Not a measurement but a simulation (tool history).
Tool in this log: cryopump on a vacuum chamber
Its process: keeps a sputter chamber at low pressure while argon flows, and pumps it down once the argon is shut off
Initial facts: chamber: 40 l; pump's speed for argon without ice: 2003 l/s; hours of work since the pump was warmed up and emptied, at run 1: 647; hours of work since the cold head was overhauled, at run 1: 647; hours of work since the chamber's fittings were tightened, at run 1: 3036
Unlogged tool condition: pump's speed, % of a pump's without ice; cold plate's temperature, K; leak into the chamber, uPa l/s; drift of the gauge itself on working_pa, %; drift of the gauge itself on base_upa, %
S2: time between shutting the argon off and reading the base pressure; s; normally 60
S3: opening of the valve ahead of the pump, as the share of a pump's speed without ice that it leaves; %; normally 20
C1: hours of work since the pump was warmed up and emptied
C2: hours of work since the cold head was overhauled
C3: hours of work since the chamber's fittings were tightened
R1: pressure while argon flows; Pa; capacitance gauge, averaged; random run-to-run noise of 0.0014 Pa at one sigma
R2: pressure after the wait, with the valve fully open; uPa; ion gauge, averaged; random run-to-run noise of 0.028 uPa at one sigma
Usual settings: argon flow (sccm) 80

{"run": 1, "day": 0.0, "argon flow (sccm)": 80, "S2": 60, "S3": 20, "C1": 647, "C2": 647, "C3": 3036, "R1": 0.3561, "R2": 2.99}
{"run": 2, "day": 2.308, "argon flow (sccm)": 80, "S2": 74, "S3": 20, "C1": 672, "C2": 672, "C3": 3061, "R1": 0.3607, "R2": 2.84}
{"run": 3, "day": 3.65, "argon flow (sccm)": 80, "S2": 74, "S3": 20, "C1": 687, "C2": 687, "C3": 3075, "R1": 0.3607, "R2": 2.87}
{"run": 4, "day": 4.788, "argon flow (sccm)": 80, "S2": 74, "S3": 20, "C1": 699, "C2": 699, "C3": 3088, "R1": 0.3624, "R2": 2.81}
{"run": 5, "day": 6.708, "argon flow (sccm)": 80, "S2": 74, "S3": 20, "C1": 720, "C2": 720, "C3": 3109, "R1": 0.3641, "R2": 2.86}
{"run": 6, "day": 7.688, "argon flow (sccm)": 80, "S2": 74, "S3": 20, "C1": 730, "C2": 730, "C3": 3119, "R1": 0.3633, "R2": 2.75}
{"run": 7, "day": 8.754, "argon flow (sccm)": 80, "S2": 74, "S3": 20, "C1": 742, "C2": 742, "C3": 3131, "R1": 0.3636, "R2": 2.82}
{"run": 8, "day": 9.871, "argon flow (sccm)": 80, "S2": 74, "S3": 20, "C1": 754, "C2": 754, "C3": 3143, "R1": 0.3653, "R2": 2.83}
{"run": 9, "day": 12.012, "argon flow (sccm)": 80, "S2": 74, "S3": 20, "C1": 777, "C2": 777, "C3": 3166, "R1": 0.3653, "R2": 2.91}
{"day": 12.383, "done": "pump warmed up, emptied and cooled again"}
{"run": 10, "day": 14.196, "argon flow (sccm)": 80, "S2": 74, "S3": 20, "C1": 20, "C2": 799, "C3": 3188, "R1": 0.3405, "R2": 2.43}
{"run": 11, "day": 15.192, "argon flow (sccm)": 80, "S2": 60, "S3": 37, "C1": 30, "C2": 810, "C3": 3198, "R1": 0.1857, "R2": 2.53}
{"run": 12, "day": 16.479, "argon flow (sccm)": 80, "S2": 60, "S3": 37, "C1": 44, "C2": 824, "C3": 3212, "R1": 0.1846, "R2": 2.65}
{"run": 13, "day": 17.533, "argon flow (sccm)": 80, "S2": 60, "S3": 37, "C1": 56, "C2": 835, "C3": 3224, "R1": 0.1862, "R2": 2.66}
{"run": 14, "day": 19.504, "argon flow (sccm)": 80, "S2": 60, "S3": 37, "C1": 77, "C2": 857, "C3": 3245, "R1": 0.1873, "R2": 2.66}
{"run": 15, "day": 21.771, "argon flow (sccm)": 80, "S2": 60, "S3": 37, "C1": 102, "C2": 881, "C3": 3270, "R1": 0.1853, "R2": 2.7}
{"run": 16, "day": 23.012, "argon flow (sccm)": 80, "S2": 53, "S3": 20, "C1": 115, "C2": 895, "C3": 3283, "R1": 0.3435, "R2": 2.88}
{"run": 17, "day": 25.112, "argon flow (sccm)": 80, "S2": 53, "S3": 20, "C1": 138, "C2": 918, "C3": 3306, "R1": 0.3421, "R2": 2.82}
{"run": 18, "day": 26.788, "argon flow (sccm)": 80, "S2": 53, "S3": 23, "C1": 157, "C2": 936, "C3": 3324, "R1": 0.299, "R2": 2.98}
{"run": 19, "day": 28.596, "argon flow (sccm)": 62, "S2": 237, "S3": 31, "C1": 176, "C2": 955, "C3": 3344, "R1": 0.1745, "R2": 1.98}
{"run": 20, "day": 30.8, "argon flow (sccm)": 62, "S2": 237, "S3": 31, "C1": 200, "C2": 979, "C3": 3368, "R1": 0.1736, "R2": 1.91}
{"run": 21, "day": 31.808, "argon flow (sccm)": 32, "S2": 191, "S3": 17, "C1": 211, "C2": 990, "C3": 3379, "R1": 0.162, "R2": 2.1}
{"run": 22, "day": 33.412, "argon flow (sccm)": 109, "S2": 100, "S3": 17, "C1": 229, "C2": 1008, "C3": 3396, "R1": 0.5505, "R2": 2.42}
{"run": 23, "day": 34.533, "argon flow (sccm)": 80, "S2": 162, "S3": 18, "C1": 241, "C2": 1020, "C3": 3409, "R1": 0.382, "R2": 2.05}
{"run": 24, "day": 36.567, "argon flow (sccm)": 47, "S2": 60, "S3": 20, "C1": 263, "C2": 1042, "C3": 3431, "R1": 0.2036, "R2": 2.85}
{"run": 25, "day": 38.092, "argon flow (sccm)": 80, "S2": 60, "S3": 55, "C1": 279, "C2": 1059, "C3": 3447, "R1": 0.133, "R2": 2.88}
{"run": 26, "day": 39.075, "argon flow (sccm)": 132, "S2": 83, "S3": 20, "C1": 290, "C2": 1069, "C3": 3458, "R1": 0.5718, "R2": 2.66}
{"run": 27, "day": 41.408, "argon flow (sccm)": 117, "S2": 60, "S3": 21, "C1": 315, "C2": 1095, "C3": 3483, "R1": 0.4856, "R2": 3}
{"run": 28, "day": 42.529, "argon flow (sccm)": 105, "S2": 99, "S3": 47, "C1": 328, "C2": 1107, "C3": 3496, "R1": 0.2028, "R2": 2.49}
{"run": 29, "day": 44.821, "argon flow (sccm)": 43, "S2": 128, "S3": 38, "C1": 352, "C2": 1132, "C3": 3520, "R1": 0.1015, "R2": 2.41}
{"run": 30, "day": 46.854, "argon flow (sccm)": 80, "S2": 62, "S3": 22, "C1": 375, "C2": 1154, "C3": 3543, "R1": 0.3211, "R2": 2.93}
{"run": 31, "day": 47.838, "argon flow (sccm)": 80, "S2": 62, "S3": 22, "C1": 385, "C2": 1164, "C3": 3553, "R1": 0.3198, "R2": 2.97}
{"run": 32, "day": 49.808, "argon flow (sccm)": 80, "S2": 53, "S3": 46, "C1": 407, "C2": 1186, "C3": 3575, "R1": 0.161, "R2": 3.12}

A few steps of R1 between consecutive runs. Split each: what settings, incoming material and random variation would produce without the hidden state, and what is left over for the hidden state, along with gauge scatter present in only one of the two compared results (measured, and without hidden state):
Run 9 -> 10: pump warmed up, emptied and cooled again. R1 -0.0248 Pa: hidden state -0.0259, all else +0.0011.
Run 21 -> 22: argon flow (sccm) 32 -> 109, S2 191 -> 100. R1 +0.3885 Pa: hidden state +0.0079, all else +0.3806.
Run 25 -> 26: argon flow (sccm) 80 -> 132, S2 60 -> 83, S3 55 -> 20. R1 +0.4388 Pa: hidden state +0.0067, all else +0.4321.
Run 27 -> 28: argon flow (sccm) 117 -> 105, S2 60 -> 99, S3 21 -> 47. R1 -0.2828 Pa: hidden state -0.001, all else -0.2818.
Run 28 -> 29: argon flow (sccm) 105 -> 43, S2 99 -> 128, S3 47 -> 38. R1 -0.1013 Pa: hidden state -0.0082, all else -0.0931.
